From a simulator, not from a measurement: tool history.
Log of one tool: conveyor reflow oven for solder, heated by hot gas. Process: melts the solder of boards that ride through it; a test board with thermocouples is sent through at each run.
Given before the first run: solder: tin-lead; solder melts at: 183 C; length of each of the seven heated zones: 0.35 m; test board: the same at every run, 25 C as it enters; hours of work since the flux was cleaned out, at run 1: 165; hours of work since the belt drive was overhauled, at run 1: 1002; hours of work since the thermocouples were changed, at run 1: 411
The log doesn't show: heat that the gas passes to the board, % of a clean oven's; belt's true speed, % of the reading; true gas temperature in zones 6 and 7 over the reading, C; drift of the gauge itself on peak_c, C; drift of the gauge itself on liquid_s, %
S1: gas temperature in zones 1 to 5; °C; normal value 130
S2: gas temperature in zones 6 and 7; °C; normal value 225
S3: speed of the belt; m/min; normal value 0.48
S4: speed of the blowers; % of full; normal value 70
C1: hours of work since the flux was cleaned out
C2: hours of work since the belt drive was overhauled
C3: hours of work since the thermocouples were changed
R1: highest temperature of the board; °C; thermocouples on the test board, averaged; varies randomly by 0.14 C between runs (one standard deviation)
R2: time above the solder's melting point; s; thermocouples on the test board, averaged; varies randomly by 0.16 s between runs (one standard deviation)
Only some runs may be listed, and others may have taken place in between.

{"run": 1, "day": 0.0, "S1": 130, "S2": 225, "S3": 0.48, "S4": 70, "C1": 165, "C2": 1002, "C3": 411, "R1": 213.4, "R2": 60.5}
{"day": 2.258, "done": "flux residue cleaned out of gas plates and filters"}
{"run": 2, "day": 3.517, "S1": 130, "S2": 225, "S3": 0.48, "S4": 70, "C1": 22, "C2": 1060, "C3": 469, "R1": 213.5, "R2": 60.7}
{"run": 3, "day": 7.017, "S1": 130, "S2": 225, "S3": 0.48, "S4": 70, "C1": 84, "C2": 1122, "C3": 531, "R1": 213.2, "R2": 60.8}
{"day": 8.621, "done": "thermocouples of zones 6 and 7 changed"}
{"day": 9.467, "done": "belt drive overhauled, speed set with a stopwatch"}
{"run": 4, "day": 10.125, "S1": 130, "S2": 232, "S3": 0.48, "S4": 70, "C1": 135, "C2": 12, "C3": 24, "R1": 219.8, "R2": 66}
{"run": 5, "day": 12.9, "S1": 130, "S2": 225, "S3": 0.477, "S4": 70, "C1": 184, "C2": 61, "C3": 73, "R1": 213.3, "R2": 61.2}
{"day": 14.067, "done": "flux residue cleaned out of gas plates and filters"}
{"run": 6, "day": 14.967, "S1": 130, "S2": 225, "S3": 0.477, "S4": 70, "C1": 16, "C2": 94, "C3": 106, "R1": 213.4, "R2": 61}
{"run": 7, "day": 18.229, "S1": 137, "S2": 225, "S3": 0.477, "S4": 70, "C1": 74, "C2": 151, "C3": 163, "R1": 214.2, "R2": 64.6}
{"run": 8, "day": 21.171, "S1": 137, "S2": 225, "S3": 0.477, "S4": 70, "C1": 126, "C2": 203, "C3": 215, "R1": 214.2, "R2": 64.7}
{"day": 25.421, "done": "flux residue cleaned out of gas plates and filters"}
{"run": 9, "day": 25.421, "S1": 137, "S2": 225, "S3": 0.477, "S4": 70, "C1": 0, "C2": 275, "C3": 287, "R1": 214.2, "R2": 64.6}
{"run": 10, "day": 27.383, "S1": 137, "S2": 225, "S3": 0.477, "S4": 70, "C1": 35, "C2": 310, "C3": 321, "R1": 214.4, "R2": 64.9}
{"run": 11, "day": 31.333, "S1": 123, "S2": 225, "S3": 0.48, "S4": 70, "C1": 105, "C2": 379, "C3": 391, "R1": 212.2, "R2": 57.4}
{"run": 12, "day": 34.154, "S1": 130, "S2": 225, "S3": 0.48, "S4": 70, "C1": 154, "C2": 429, "C3": 441, "R1": 213.1, "R2": 60.6}
{"run": 13, "day": 36.046, "S1": 130, "S2": 225, "S3": 0.48, "S4": 70, "C1": 188, "C2": 463, "C3": 475, "R1": 213.2, "R2": 60.6}
{"day": 36.812, "done": "flux residue cleaned out of gas plates and filters"}
{"run": 14, "day": 38.371, "S1": 130, "S2": 225, "S3": 0.48, "S4": 70, "C1": 28, "C2": 500, "C3": 512, "R1": 213.2, "R2": 60.5}
{"day": 41.1, "done": "thermocouples of zones 6 and 7 changed"}
{"run": 15, "day": 41.304, "S1": 130, "S2": 225, "S3": 0.48, "S4": 70, "C1": 78, "C2": 550, "C3": 4, "R1": 213.1, "R2": 60.6}
{"run": 16, "day": 44.0, "S1": 124, "S2": 237, "S3": 0.546, "S4": 53, "C1": 126, "C2": 598, "C3": 51, "R1": 214.6, "R2": 50.4}
{"run": 17, "day": 46.904, "S1": 124, "S2": 237, "S3": 0.546, "S4": 53, "C1": 177, "C2": 650, "C3": 103, "R1": 214.4, "R2": 50.4}
{"day": 48.325, "done": "flux residue cleaned out of gas plates and filters"}
{"run": 18, "day": 50.204, "S1": 124, "S2": 221, "S3": 0.545, "S4": 53, "C1": 33, "C2": 704, "C3": 157, "R1": 201.1, "R2": 35.8}
{"run": 19, "day": 53.292, "S1": 124, "S2": 221, "S3": 0.545, "S4": 53, "C1": 88, "C2": 759, "C3": 212, "R1": 200.8, "R2": 36}
{"run": 20, "day": 57.162, "S1": 115, "S2": 229, "S3": 0.543, "S4": 90, "C1": 156, "C2": 827, "C3": 280, "R1": 214.7, "R2": 50.2}
{"day": 59.708, "done": "flux residue cleaned out of gas plates and filters"}
{"run": 21, "day": 60.988, "S1": 118, "S2": 222, "S3": 0.48, "S4": 70, "C1": 23, "C2": 891, "C3": 344, "R1": 208.9, "R2": 52.6}
{"run": 22, "day": 64.533, "S1": 126, "S2": 225, "S3": 0.494, "S4": 70, "C1": 85, "C2": 954, "C3": 407, "R1": 211.8, "R2": 55.8}
{"run": 23, "day": 67.771, "S1": 126, "S2": 236, "S3": 0.494, "S4": 70, "C1": 143, "C2": 1011, "C3": 464, "R1": 222.1, "R2": 64.4}
{"run": 24, "day": 70.721, "S1": 126, "S2": 236, "S3": 0.494, "S4": 70, "C1": 195, "C2": 1063, "C3": 516, "R1": 222.1, "R2": 64.6}

Forecast each of these 5 alternatives for the next run:
{"day": 71.158, "done": "flux residue cleaned out of gas plates and filters"}
{"day": 73.312, "done": "thermocouples of zones 6 and 7 changed"}
{"run": "A", "day": 73.317, "S1": 130, "S2": 225, "S3": 0.48, "S4": 70, "C1": 37, "C2": 1104, "C3": 0, "R1": "?", "R2": "?"}
{"day": 71.158, "done": "flux residue cleaned out of gas plates and filters"}
{"day": 73.312, "done": "thermocouples of zones 6 and 7 changed"}
{"run": "B", "day": 73.317, "S1": 130, "S2": 225, "S3": 0.385, "S4": 64, "C1": 37, "C2": 1104, "C3": 0, "R1": "?", "R2": "?"}
{"day": 71.158, "done": "flux residue cleaned out of gas plates and filters"}
{"day": 73.312, "done": "thermocouples of zones 6 and 7 changed"}
{"run": "C", "day": 73.317, "S1": 130, "S2": 221, "S3": 0.515, "S4": 82, "C1": 37, "C2": 1104, "C3": 0, "R1": "?", "R2": "?"}
{"day": 71.158, "done": "flux residue cleaned out of gas plates and filters"}
{"day": 73.312, "done": "thermocouples of zones 6 and 7 changed"}
{"run": "D", "day": 73.317, "S1": 129, "S2": 225, "S3": 0.48, "S4": 70, "C1": 37, "C2": 1104, "C3": 0, "R1": "?", "R2": "?"}
{"day": 71.158, "done": "flux residue cleaned out of gas plates and filters"}
{"day": 73.312, "done": "thermocouples of zones 6 and 7 changed"}
{"run": "E", "day": 73.317, "S1": 126, "S2": 225, "S3": 0.472, "S4": 70, "C1": 37, "C2": 1104, "C3": 0, "R1": "?", "R2": "?"}

run=A R1=213.3 R2=61
run=B R1=217.4 R2=82.8
run=C R1=209.4 R2=53.4
run=D R1=213.2 R2=60.3
run=E R1=213.2 R2=60.4
Without the tool's hidden state the same runs would have given:
run=A R1=213.3 R2=60.8
run=B R1=217.4 R2=82.6
run=C R1=209.4 R2=53.3
run=D R1=213.2 R2=60.2
run=E R1=213.2 R2=60.2
